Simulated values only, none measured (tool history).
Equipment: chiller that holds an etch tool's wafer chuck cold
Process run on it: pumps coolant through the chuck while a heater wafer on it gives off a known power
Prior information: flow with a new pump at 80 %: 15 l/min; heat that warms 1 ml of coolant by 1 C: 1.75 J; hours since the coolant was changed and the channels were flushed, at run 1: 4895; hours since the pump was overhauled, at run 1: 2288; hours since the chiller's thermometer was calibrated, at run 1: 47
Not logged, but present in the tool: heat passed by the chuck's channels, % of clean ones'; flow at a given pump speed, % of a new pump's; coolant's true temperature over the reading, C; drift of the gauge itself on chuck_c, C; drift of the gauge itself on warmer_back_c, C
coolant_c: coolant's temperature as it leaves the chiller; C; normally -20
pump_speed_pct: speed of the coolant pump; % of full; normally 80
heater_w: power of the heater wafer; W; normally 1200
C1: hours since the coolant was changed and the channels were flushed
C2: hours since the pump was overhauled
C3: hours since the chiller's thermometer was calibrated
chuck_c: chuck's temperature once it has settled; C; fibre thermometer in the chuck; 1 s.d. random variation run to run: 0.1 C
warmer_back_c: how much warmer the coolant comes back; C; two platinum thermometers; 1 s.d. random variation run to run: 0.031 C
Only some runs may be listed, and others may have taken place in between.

{"run": 1, "hour": 0.0, "coolant_c": -20, "pump_speed_pct": 80, "heater_w": 1200, "C1": 4895, "C2": 2288, "C3": 47, "chuck_c": -9.8, "warmer_back_c": 2.73}
{"run": 2, "hour": 122.9, "coolant_c": -20, "pump_speed_pct": 80, "heater_w": 1200, "C1": 5018, "C2": 2411, "C3": 170, "chuck_c": -9.8, "warmer_back_c": 2.7}
{"run": 3, "hour": 283.0, "coolant_c": -10, "pump_speed_pct": 80, "heater_w": 1200, "C1": 5178, "C2": 2571, "C3": 330, "chuck_c": 0, "warmer_back_c": 2.74}
{"run": 4, "hour": 371.4, "coolant_c": -10, "pump_speed_pct": 80, "heater_w": 1200, "C1": 5266, "C2": 2659, "C3": 418, "chuck_c": 0.1, "warmer_back_c": 2.74}
{"run": 5, "hour": 553.6, "coolant_c": -10, "pump_speed_pct": 80, "heater_w": 1200, "C1": 5448, "C2": 2842, "C3": 600, "chuck_c": 0, "warmer_back_c": 2.78}
{"run": 6, "hour": 661.2, "coolant_c": -10, "pump_speed_pct": 80, "heater_w": 1200, "C1": 5556, "C2": 2949, "C3": 708, "chuck_c": 0.1, "warmer_back_c": 2.73}
{"run": 7, "hour": 795.0, "coolant_c": -10, "pump_speed_pct": 92, "heater_w": 1200, "C1": 5690, "C2": 3083, "C3": 842, "chuck_c": -1.1, "warmer_back_c": 2.33}
{"hour": 848.8, "done": "coolant changed, channels flushed"}
{"run": 8, "hour": 912.7, "coolant_c": -16, "pump_speed_pct": 98, "heater_w": 1150, "C1": 64, "C2": 3195, "C3": 953, "chuck_c": -7.9, "warmer_back_c": 2.17}
{"run": 9, "hour": 994.0, "coolant_c": -26, "pump_speed_pct": 63, "heater_w": 1150, "C1": 145, "C2": 3276, "C3": 1035, "chuck_c": -14.2, "warmer_back_c": 3.42}
{"run": 10, "hour": 1178.8, "coolant_c": -26, "pump_speed_pct": 63, "heater_w": 1150, "C1": 330, "C2": 3461, "C3": 1219, "chuck_c": -14.3, "warmer_back_c": 3.38}
{"run": 11, "hour": 1347.4, "coolant_c": -23, "pump_speed_pct": 77, "heater_w": 685, "C1": 499, "C2": 3630, "C3": 1388, "chuck_c": -17.1, "warmer_back_c": 1.65}
{"run": 12, "hour": 1444.0, "coolant_c": -23, "pump_speed_pct": 77, "heater_w": 685, "C1": 595, "C2": 3726, "C3": 1485, "chuck_c": -17.3, "warmer_back_c": 1.59}
{"run": 13, "hour": 1544.7, "coolant_c": -19, "pump_speed_pct": 88, "heater_w": 872, "C1": 696, "C2": 3827, "C3": 1585, "chuck_c": -12.3, "warmer_back_c": 1.83}

5 ways to go on from here, each from the tool as it stands after run 13. What would each give?
{"run": "A", "hour": 1695.2, "coolant_c": -20, "pump_speed_pct": 67, "heater_w": 850, "C1": 846, "C2": 3977, "C3": 1736, "chuck_c": "?", "warmer_back_c": "?"}
{"run": "B", "hour": 1695.2, "coolant_c": -24, "pump_speed_pct": 70, "heater_w": 1002, "C1": 846, "C2": 3977, "C3": 1736, "chuck_c": "?", "warmer_back_c": "?"}
{"run": "C", "hour": 1695.2, "coolant_c": -16, "pump_speed_pct": 97, "heater_w": 1465, "C1": 846, "C2": 3977, "C3": 1736, "chuck_c": "?", "warmer_back_c": "?"}
{"run": "D", "hour": 1695.2, "coolant_c": -17, "pump_speed_pct": 80, "heater_w": 1115, "C1": 846, "C2": 3977, "C3": 1736, "chuck_c": "?", "warmer_back_c": "?"}
{"run": "E", "hour": 1695.2, "coolant_c": -12, "pump_speed_pct": 80, "heater_w": 733, "C1": 846, "C2": 3977, "C3": 1736, "chuck_c": "?", "warmer_back_c": "?"}

run=A chuck_c=-11.5 warmer_back_c=2.39
run=B chuck_c=-14.6 warmer_back_c=2.67
run=C chuck_c=-5.6 warmer_back_c=2.72
run=D chuck_c=-7.6 warmer_back_c=2.56
run=E chuck_c=-6 warmer_back_c=1.65
With no hidden state in the tool, these same runs would have given:
run=A chuck_c=-11.5 warmer_back_c=2.39
run=B chuck_c=-14.6 warmer_back_c=2.66
run=C chuck_c=-5.6 warmer_back_c=2.72
run=D chuck_c=-7.6 warmer_back_c=2.56
run=E chuck_c=-6 warmer_back_c=1.65
